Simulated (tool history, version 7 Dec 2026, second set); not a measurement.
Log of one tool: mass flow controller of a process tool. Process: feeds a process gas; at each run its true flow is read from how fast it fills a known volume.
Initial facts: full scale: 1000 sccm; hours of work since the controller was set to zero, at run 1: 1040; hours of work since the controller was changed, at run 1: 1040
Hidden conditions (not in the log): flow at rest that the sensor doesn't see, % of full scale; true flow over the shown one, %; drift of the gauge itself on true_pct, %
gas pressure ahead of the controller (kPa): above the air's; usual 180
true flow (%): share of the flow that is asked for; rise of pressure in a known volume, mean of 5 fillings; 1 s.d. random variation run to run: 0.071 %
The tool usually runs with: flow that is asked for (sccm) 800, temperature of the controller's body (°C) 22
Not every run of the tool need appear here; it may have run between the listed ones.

run,hour,flow that is asked for (sccm),gas pressure ahead of the controller (kPa),temperature of the controller's body (°C),hours of work since the controller was set to zero,hours of work since the controller was changed,true flow (%)
1,0.0,800,180,22,1040,1040,100.10
2,79.6,502,180,22,1065,1065,99.97
3,140.5,502,172,22,1083,1083,99.91
4,223.1,800,180,22,1109,1109,100.11
5,317.8,255,180,22,1138,1138,99.52
6,411.5,255,180,22,1166,1166,99.64
7,467.3,255,180,22,1184,1184,99.54
8,570.6,584,181,37,1215,1215,98.86
9,642.0,855,208,22,1237,1237,99.83
10,716.9,188,208,22,1260,1260,99.29
11,794.5,188,208,22,1284,1284,99.25
12,852.7,188,208,22,1302,1302,99.18
13,927.9,629,208,22,1325,1325,99.56
14,1009.6,629,208,22,1350,1350,99.42

Below, each run's measurement less what the same run would have read without the hidden state. Both values contain the same run-to-run variation, but the gauge's scatter may not be the same in both:
run,true flow (%)
1,+0.00
2,-0.04
3,-0.06
4,-0.09
5,-0.13
6,-0.16
7,-0.19
8,-0.22
9,-0.26
10,-0.28
11,-0.32
12,-0.34
13,-0.37
14,-0.40

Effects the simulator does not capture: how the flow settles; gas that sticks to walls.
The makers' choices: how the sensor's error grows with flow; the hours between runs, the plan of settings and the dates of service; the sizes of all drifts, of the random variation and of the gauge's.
